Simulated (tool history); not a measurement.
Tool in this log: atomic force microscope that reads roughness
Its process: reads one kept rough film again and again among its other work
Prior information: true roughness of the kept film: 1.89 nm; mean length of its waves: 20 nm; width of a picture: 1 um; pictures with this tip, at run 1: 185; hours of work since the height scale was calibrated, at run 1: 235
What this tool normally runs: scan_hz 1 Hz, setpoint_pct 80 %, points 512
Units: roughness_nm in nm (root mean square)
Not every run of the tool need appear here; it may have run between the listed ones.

| run | hour | scan_hz | setpoint_pct | points | pictures with this tip | hours of work since the height scale was calibrated | roughness_nm |
|---|---|---|---|---|---|---|---|
| 1 | 0 | 1 | 80 | 512 | 185 | 235 | 1.199 |
| 2 | 10.2 | 1 | 56 | 512 | 200 | 241 | 1.281 |
| 3 | 21.4 | 1 | 80 | 618 | 216 | 249 | 1.163 |
| 4 | 29.5 | 1 | 80 | 618 | 228 | 254 | 1.157 |
| 5 | 35.7 | 1 | 80 | 512 | 238 | 258 | 1.152 |
| 6 | 44.3 | 1 | 80 | 512 | 250 | 264 | 1.136 |
| 7 | 52.7 | 1 | 80 | 512 | 263 | 270 | 1.121 |
| 8 | 60.1 | 1 | 80 | 512 | 274 | 274 | 1.124 |
| 9 | 65.6 | 1 | 80 | 451 | 282 | 278 | 1.117 |
| 10 | 73.1 | 1 | 80 | 451 | 293 | 283 | 1.095 |
| 11 | 84.2 | 1 | 80 | 451 | 309 | 290 | 1.088 |
| 12 | 90.8 | 1 | 80 | 451 | 319 | 295 | 1.075 |
|  | 97.4 | new tip fitted |
| 13 | 99.8 | 1 | 80 | 608 | 3 | 300 | 1.411 |
| 14 | 111.1 | 1 | 80 | 608 | 20 | 308 | 1.399 |
| 15 | 122.1 | 1 | 80 | 608 | 36 | 315 | 1.363 |
| 16 | 133.5 | 1 | 80 | 608 | 53 | 323 | 1.36 |
| 17 | 144.8 | 1 | 80 | 512 | 69 | 330 | 1.315 |
| 18 | 150.8 | 1 | 80 | 512 | 78 | 334 | 1.326 |
| 19 | 158.7 | 3.13 | 80 | 512 | 90 | 340 | 1.074 |
| 20 | 170.1 | 3.13 | 80 | 512 | 107 | 347 | 1.073 |
| 21 | 179.8 | 3.13 | 80 | 512 | 121 | 354 | 1.043 |
| 22 | 190.4 | 1 | 80 | 512 | 137 | 361 | 1.237 |
| 23 | 196.6 | 1 | 67 | 512 | 146 | 365 | 1.313 |
| 24 | 206.6 | 1 | 67 | 512 | 160 | 371 | 1.291 |
| 25 | 213.7 | 1.66 | 80 | 512 | 171 | 376 | 1.136 |
| 26 | 222 | 1 | 80 | 757 | 183 | 382 | 1.21 |
| 27 | 232 | 1 | 75 | 488 | 198 | 388 | 1.201 |
| 28 | 237.2 | 1 | 75 | 488 | 205 | 392 | 1.203 |
| 29 | 248 | 1 | 80 | 827 | 221 | 399 | 1.171 |
| 30 | 256.4 | 0.5 | 76 | 322 | 234 | 404 | 1.226 |
| 31 | 265.1 | 1.58 | 59 | 483 | 247 | 410 | 1.205 |
| 32 | 270.2 | 3.16 | 78 | 480 | 254 | 414 | 0.971 |
| 33 | 279.1 | 1.44 | 85 | 706 | 267 | 420 | 1.038 |
| 34 | 285.7 | 2.86 | 71 | 512 | 277 | 424 | 1.035 |
| 35 | 291.6 | 1.7 | 74 | 512 | 286 | 428 | 1.091 |
| 36 | 300.7 | 0.73 | 66 | 309 | 299 | 434 | 1.167 |
| 37 | 309.8 | 0.73 | 66 | 309 | 312 | 440 | 1.156 |
| 38 | 317.4 | 1.4 | 60 | 512 | 324 | 445 | 1.157 |
|  | 319.9 | new tip fitted |
| 39 | 323.9 | 0.98 | 57 | 421 | 5 | 449 | 1.506 |
| 40 | 330.8 | 3.03 | 57 | 317 | 16 | 454 | 1.392 |
| 41 | 341.5 | 0.54 | 73 | 678 | 31 | 461 | 1.466 |
| 42 | 347.6 | 0.54 | 73 | 678 | 40 | 465 | 1.451 |
| 43 | 355.6 | 0.54 | 73 | 678 | 52 | 470 | 1.427 |
| 44 | 361.5 | 0.54 | 73 | 678 | 61 | 474 | 1.435 |
| 45 | 371.6 | 0.54 | 73 | 678 | 76 | 481 | 1.413 |
| 46 | 380.8 | 0.54 | 73 | 678 | 89 | 487 | 1.4 |
| 47 | 387.1 | 1 | 57 | 977 | 99 | 491 | 1.41 |
| 48 | 392.6 | 1 | 71 | 692 | 107 | 495 | 1.341 |
| 49 | 399.7 | 1 | 67 | 400 | 117 | 499 | 1.316 |
| 50 | 406.9 | 2.83 | 80 | 512 | 128 | 504 | 1.067 |
| 51 | 416.4 | 2.12 | 69 | 716 | 142 | 510 | 1.223 |
| 52 | 422.2 | 1 | 77 | 839 | 150 | 514 | 1.258 |

Hidden state at the last listed run before each entry between runs and at the first one after, where it differs:
From run 12 to run 13: new tip fitted (hour 97.4)
  radius of the tip, nm: 29.5 -> 10.4; height scale over the true one, %: -0.34 -> -0.35
  measured value less the no-hidden-state value, roughness_nm: -0.335 -> -0.013 nm (root mean square)
From run 38 to run 39: new tip fitted (hour 319.9)
  radius of the tip, nm: 29.3 -> 10.7
  measured value less the no-hidden-state value, roughness_nm: -0.358 -> -0.023 nm (root mean square)
